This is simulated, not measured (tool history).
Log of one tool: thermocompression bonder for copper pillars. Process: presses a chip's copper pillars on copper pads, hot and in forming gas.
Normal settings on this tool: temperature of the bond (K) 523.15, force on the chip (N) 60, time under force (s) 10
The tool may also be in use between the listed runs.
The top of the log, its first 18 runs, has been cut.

run   hour  temperature of the bond (K)  force on the chip (N)  time under force (s)  force that shears a chip off (N)
 19  215.4                       523.15                     60                    10                              56.9
 20  232.9                       518.15                     60                    10                              54.1
 21  246.5                       504.15                     67                    16                              58.1
 22  257.1                       548.15                     47                    10                              61.8
 23  267.4                       525.15                     49                     6                              43.4
 24  274.7                       525.15                     49                     6                              43.3
     277.0  -- force cell calibrated
 25  288.8                       497.15                     72                    27                              64.1
 26  303.4                       523.15                     39                     6                              36.4
     314.4  -- force cell calibrated, once more
 27  316.6                       547.15                     60                    10                              68.1
 28  326.0                       523.15                     39                     6                              37.0
 29  342.6                       523.15                     39                     6                              36.7
     350.6  -- forming gas filter changed
 30  352.4                       523.15                     39                     6                              38.5
 31  361.7                       523.15                     39                     6                              38.6
 32  377.6                       510.15                     53                    10                              48.4
 33  388.4                       510.15                     53                    10                              48.1
 34  398.8                       534.15                     60                    10                              64.6
 35  411.0                       526.15                     84                     5                              57.7
 36  424.2                       526.15                     84                     5                              57.6
 37  439.2                       549.15                     60                    22                              84.0
 38  452.6                       543.15                     36                    22                              67.8
 39  469.1                       509.15                     56                     6                              40.7

Each row is a separate what-if for the run after 39, all from the same tool condition, not one after another. Results?
  A  483.6                       499.15                     56                     5                                 ?
  B  483.6                       542.15                     51                    10                                 ?
  C  483.6                       508.15                     48                    10                                 ?
  D  483.6                       496.15                     56                    23                                 ?

run  force that shears a chip off (N)
  A                              33.0
  B                              62.7
  C                              43.9
  D                              55.4
What these runs would have given with no unlogged condition in the tool:
run  force that shears a chip off (N)
  A                              30.7
  B                              60.8
  C                              41.3
  D                              52.6
